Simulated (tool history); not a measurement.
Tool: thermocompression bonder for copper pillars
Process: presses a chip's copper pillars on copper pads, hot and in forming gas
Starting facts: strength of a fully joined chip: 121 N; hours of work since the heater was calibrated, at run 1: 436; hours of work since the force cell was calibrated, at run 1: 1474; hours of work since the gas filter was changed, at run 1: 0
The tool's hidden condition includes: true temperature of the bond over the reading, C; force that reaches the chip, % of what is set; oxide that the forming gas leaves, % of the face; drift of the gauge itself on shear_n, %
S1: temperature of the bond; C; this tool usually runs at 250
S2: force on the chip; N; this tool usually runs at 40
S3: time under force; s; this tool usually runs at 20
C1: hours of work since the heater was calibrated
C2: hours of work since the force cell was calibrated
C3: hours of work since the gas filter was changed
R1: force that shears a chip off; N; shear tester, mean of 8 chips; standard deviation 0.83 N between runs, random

Run 1, hour 0: usual settings; C1 436; C2 1474; C3 0. Result: R1 73.3 N.
Run 2, hour 57.1: usual settings but S1 258 C; C1 476; C2 1514; C3 40. Result: R1 78.4 N.
Run 3, hour 85.7: usual settings but S1 258 C; C1 496; C2 1534; C3 60. Result: R1 77.8 N.
Run 4, hour 127.8: usual settings but S1 276 C; C1 526; C2 1564; C3 90. Result: R1 92.1 N.
Run 5, hour 176.1: usual settings but S1 276 C; C1 560; C2 1598; C3 123. Result: R1 92.5 N.
At hour 214.7: heater calibrated with a thermocouple chip.
Run 6, hour 224.5: usual settings but S1 226 C; C1 7; C2 1630; C3 156. Result: R1 51 N.
Run 7, hour 266.4: usual settings but S2 31 N; C1 36; C2 1660; C3 185. Result: R1 57.2 N.
Run 8, hour 298.7: usual settings but S2 31 N; C1 59; C2 1682; C3 208. Result: R1 58.3 N.
Run 9, hour 350.8: usual settings but S2 31 N; C1 95; C2 1719; C3 244. Result: R1 59.3 N.
Run 10, hour 382.9: usual settings but S2 31 N; C1 118; C2 1741; C3 267. Result: R1 58.3 N.
At hour 387.7: forming gas filter changed.
Run 11, hour 414.3: usual settings but S2 31 N; C1 140; C2 1763; C3 19. Result: R1 58.9 N.
Run 12, hour 456: usual settings but S2 31 N; C1 169; C2 1792; C3 48. Result: R1 60.1 N.
Run 13, hour 492.1: usual settings but S2 31 N; C1 194; C2 1818; C3 73. Result: R1 57.9 N.
Run 14, hour 529.6: usual settings but S2 31 N; C1 220; C2 1844; C3 99. Result: R1 58.4 N.
Run 15, hour 591.3: usual settings but S3 12 s; C1 264; C2 1887; C3 143. Result: R1 61.6 N.
Run 16, hour 632.3: usual settings but S2 59 N, S3 12 s; C1 292; C2 1916; C3 171. Result: R1 81 N.
Run 17, hour 690.9: usual settings but S2 50 N, S3 12 s; C1 333; C2 1957; C3 213. Result: R1 73.8 N.
At hour 713.2: force cell calibrated.
Run 18, hour 744.7: usual settings; C1 370; C2 22; C3 249. Result: R1 70.9 N.
At hour 772.4: forming gas filter changed.
Run 19, hour 781: usual settings but S3 29 s; C1 395; C2 47; C3 6. Result: R1 79.6 N.
Run 20, hour 811.5: usual settings but S1 227 C, S3 29 s; C1 417; C2 69; C3 27. Result: R1 59.2 N.
Run 21, hour 864.5: usual settings but S2 58 N; C1 454; C2 106; C3 65. Result: R1 92 N.
Run 22, hour 916.4: usual settings but S1 264 C, S2 55 N, S3 39 s; C1 490; C2 142; C3 101. Result: R1 109.5 N.
Run 23, hour 954.8: usual settings but S1 225 C, S2 32 N, S3 42 s; C1 517; C2 169; C3 128. Result: R1 54 N.
Run 24, hour 1014.5: usual settings but S2 27 N, S3 48 s; C1 559; C2 211; C3 170. Result: R1 70.7 N.
At hour 1055.1: heater calibrated with a thermocouple chip.
Run 25, hour 1058.4: usual settings but S1 263 C, S2 27 N, S3 19 s; C1 2; C2 240; C3 199. Result: R1 61.4 N.
Run 26, hour 1109.1: usual settings but S1 263 C, S2 27 N, S3 19 s; C1 38; C2 276; C3 235. Result: R1 61.4 N.
At hour 1159.7: forming gas filter changed.
Run 27, hour 1162.1: usual settings but S1 259 C, S2 27 N, S3 37 s; C1 75; C2 313; C3 2. Result: R1 73.4 N.
Run 28, hour 1187.3: usual settings but S1 231 C, S3 43 s; C1 92; C2 330; C3 19. Result: R1 74.1 N.
Run 29, hour 1243.6: usual settings but S1 231 C, S3 43 s; C1 132; C2 370; C3 59. Result: R1 72.8 N.
Run 30, hour 1291.7: usual settings but S1 244 C, S2 51 N, S3 25 s; C1 166; C2 403; C3 93. Result: R1 84.8 N.
Run 31, hour 1336.9: usual settings but S1 244 C, S2 51 N, S3 17 s; C1 197; C2 435; C3 124. Result: R1 75 N.
Run 32, hour 1377.7: usual settings but S1 244 C, S3 33 s; C1 226; C2 464; C3 153. Result: R1 78.2 N.
Run 33, hour 1430.9: usual settings but S1 244 C, S3 33 s; C1 263; C2 501; C3 190. Result: R1 78.5 N.
Run 34, hour 1490.9: usual settings but S1 244 C, S3 33 s; C1 305; C2 543; C3 232. Result: R1 76.3 N.
At hour 1544: forming gas filter changed.
Run 35, hour 1545.3: usual settings but S1 244 C, S2 33 N, S3 29 s; C1 343; C2 581; C3 1. Result: R1 66.5 N.
Run 36, hour 1589.6: usual settings but S1 239 C; C1 374; C2 612; C3 32. Result: R1 62.2 N.
Run 37, hour 1650.5: usual settings but S1 239 C; C1 417; C2 655; C3 75. Result: R1 63 N.
Run 38, hour 1680.6: usual settings but S1 239 C, S3 15 s; C1 438; C2 676; C3 96. Result: R1 56.6 N.

What differs in the tool's unlogged condition from the final listed run ahead of each entry between runs to the first listed run following it?
From run 5 to run 6: heater calibrated with a thermocouple chip (hour 214.7)
  true temperature of the bond over the reading, C: -0.3 -> 0; oxide that the forming gas leaves, % of the face: 0.57 -> 0.59
From run 10 to run 11: forming gas filter changed (hour 387.7)
  oxide that the forming gas leaves, % of the face: 0.65 -> 0.51
From run 17 to run 18: force cell calibrated (hour 713.2)
  force that reaches the chip, % of what is set: 100.2 -> 100; oxide that the forming gas leaves, % of the face: 0.61 -> 0.63
From run 18 to run 19: forming gas filter changed (hour 772.4)
  oxide that the forming gas leaves, % of the face: 0.63 -> 0.5
From run 24 to run 25: heater calibrated with a thermocouple chip (hour 1055.1)
  true temperature of the bond over the reading, C: -0.3 -> 0; oxide that the forming gas leaves, % of the face: 0.59 -> 0.61
From run 26 to run 27: forming gas filter changed (hour 1159.7)
  oxide that the forming gas leaves, % of the face: 0.63 -> 0.5
From run 34 to run 35: forming gas filter changed (hour 1544)
  oxide that the forming gas leaves, % of the face: 0.63 -> 0.5
